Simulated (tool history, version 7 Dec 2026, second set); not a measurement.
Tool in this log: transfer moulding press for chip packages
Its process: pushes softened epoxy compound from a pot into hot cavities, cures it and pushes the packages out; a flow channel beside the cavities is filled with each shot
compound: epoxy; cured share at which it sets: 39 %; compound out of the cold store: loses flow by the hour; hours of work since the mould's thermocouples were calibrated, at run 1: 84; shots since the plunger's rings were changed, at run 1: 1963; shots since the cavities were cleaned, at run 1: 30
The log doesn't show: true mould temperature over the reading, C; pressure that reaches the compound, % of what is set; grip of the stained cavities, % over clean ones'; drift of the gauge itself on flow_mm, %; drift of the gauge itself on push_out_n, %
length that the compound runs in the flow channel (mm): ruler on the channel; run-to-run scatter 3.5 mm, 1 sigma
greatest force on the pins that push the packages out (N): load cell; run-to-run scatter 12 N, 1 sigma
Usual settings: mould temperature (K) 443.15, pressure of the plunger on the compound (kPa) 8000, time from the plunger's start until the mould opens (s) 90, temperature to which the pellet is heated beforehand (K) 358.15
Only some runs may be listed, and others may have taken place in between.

run,day,mould temperature (K),pressure of the plunger on the compound (kPa),time from the plunger's start until the mould opens (s),temperature to which the pellet is heated beforehand (K),hours of work since the mould's thermocouples were calibrated,shots since the plunger's rings were changed,shots since the cavities were cleaned,incoming compound's hours out of the cold store,length that the compound runs in the flow channel (mm),greatest force on the pins that push the packages out (N)
1,0,443.15,8000,90,358.15,84,1963,30,19.1,625,614
2,1.258,443.15,8000,90,358.15,105,2419,486,28.4,606,568
# day 1.967: cavities cleaned with cleaning compound and waxed
3,2.538,443.15,8000,90,358.15,126,2861,207,31.2,604,558
# day 3.738: plunger's sealing rings changed
# day 4.217: cavities cleaned with cleaning compound and waxed
4,5.354,443.15,8000,90,358.15,171,563,413,33.2,592,594
# day 6.4: cavities cleaned with cleaning compound and waxed
5,6.6,443.15,8000,90,358.15,191,993,73,19.1,627,579
6,8.304,443.15,8000,90,358.15,220,1611,691,32.7,601,578
# day 8.483: cavities cleaned with cleaning compound and waxed
# day 10.504: cavities cleaned with cleaning compound and waxed
7,10.504,443.15,8000,90,358.15,256,2364,0,17.3,623,593
# day 12.696: cavities cleaned with cleaning compound and waxed
8,12.829,443.15,8000,90,358.15,294,3185,49,44.3,580,565
# day 13.104: plunger's sealing rings changed
9,14.271,443.15,8000,70,358.15,317,423,534,37.2,594,1042
# day 14.817: cavities cleaned with cleaning compound and waxed
# day 16.45: mould's thermocouples calibrated
10,16.65,443.15,8000,70,358.15,3,1233,635,26.2,614,1084
# day 16.921: cavities cleaned with cleaning compound and waxed
11,18.638,443.15,8000,90,358.15,36,1932,624,12.4,627,600
# day 19.058: cavities cleaned with cleaning compound and waxed
12,20.471,443.15,8000,90,358.15,66,2575,513,18.8,622,598
# day 21.133: cavities cleaned with cleaning compound and waxed
# day 22.5: plunger's sealing rings changed
13,22.6,443.15,8000,90,356.15,100,36,494,14.4,629,604
# day 23.429: cavities cleaned with cleaning compound and waxed
14,23.971,443.15,7900,90,358.15,122,510,195,17.4,622,583
15,25.175,443.15,6720,103,358.15,143,948,633,10.2,580,507
# day 25.45: cavities cleaned with cleaning compound and waxed
# day 27.629: cavities cleaned with cleaning compound and waxed
16,28.025,443.15,6720,103,358.15,189,1938,145,42,538,450
17,29.308,443.15,8000,90,352.15,211,2402,609,38.5,596,596
# day 29.775: cavities cleaned with cleaning compound and waxed
18,30.929,443.15,8000,90,352.15,237,2967,418,13.6,631,604
# day 31.754: plunger's sealing rings changed
# day 32.071: cavities cleaned with cleaning compound and waxed
19,33.204,448.15,8000,90,354.15,273,504,412,28.4,597,477
# day 34.125: cavities cleaned with cleaning compound and waxed
20,35.558,448.15,8000,90,354.15,312,1335,519,14.4,617,499
# day 36.288: cavities cleaned with cleaning compound and waxed
21,37.733,450.15,8000,122,354.15,348,2101,523,29.2,595,442
# day 38.025: mould's thermocouples calibrated
# day 38.567: cavities cleaned with cleaning compound and waxed
22,39.162,443.15,8070,90,358.15,18,2568,217,8.7,639,573
23,40.429,443.15,8070,90,358.15,40,3026,675,34.9,602,584
# day 40.671: cavities cleaned with cleaning compound and waxed
# day 41.175: plunger's sealing rings changed
# day 42.796: cavities cleaned with cleaning compound and waxed
24,43.367,443.15,8070,90,358.15,86,772,208,22,614,591
# day 44.912: cavities cleaned with cleaning compound and waxed
25,45.808,443.15,9650,76,358.15,126,1635,325,9.1,704,901
# day 47.017: cavities cleaned with cleaning compound and waxed
26,48.462,449.15,6350,76,351.15,171,2575,525,16,546,610

Consider 4 possible next runs. They are alternatives, not a sequence: every one starts from the tool as it was left by run 26. What does each give?
# day 49.171: cavities cleaned with cleaning compound and waxed
A,49.854,449.15,6350,124,351.15,193,3057,247,33.6,?,?
# day 49.171: cavities cleaned with cleaning compound and waxed
B,49.854,443.15,8000,90,353.15,193,3057,247,30.7,?,?
# day 49.171: cavities cleaned with cleaning compound and waxed
C,49.854,447.15,9220,128,351.15,193,3057,247,35.4,?,?
# day 49.171: cavities cleaned with cleaning compound and waxed
D,49.854,435.15,8000,90,358.15,193,3057,247,44.3,?,?

run,length that the compound runs in the flow channel (mm),greatest force on the pins that push the packages out (N)
A,524,448
B,602,601
C,628,435
D,598,953
The same runs, with their run-to-run variation unchanged, on a tool lacking any hidden condition would have given:
run,length that the compound runs in the flow channel (mm),greatest force on the pins that push the packages out (N)
A,524,447
B,602,599
C,628,434
D,599,949
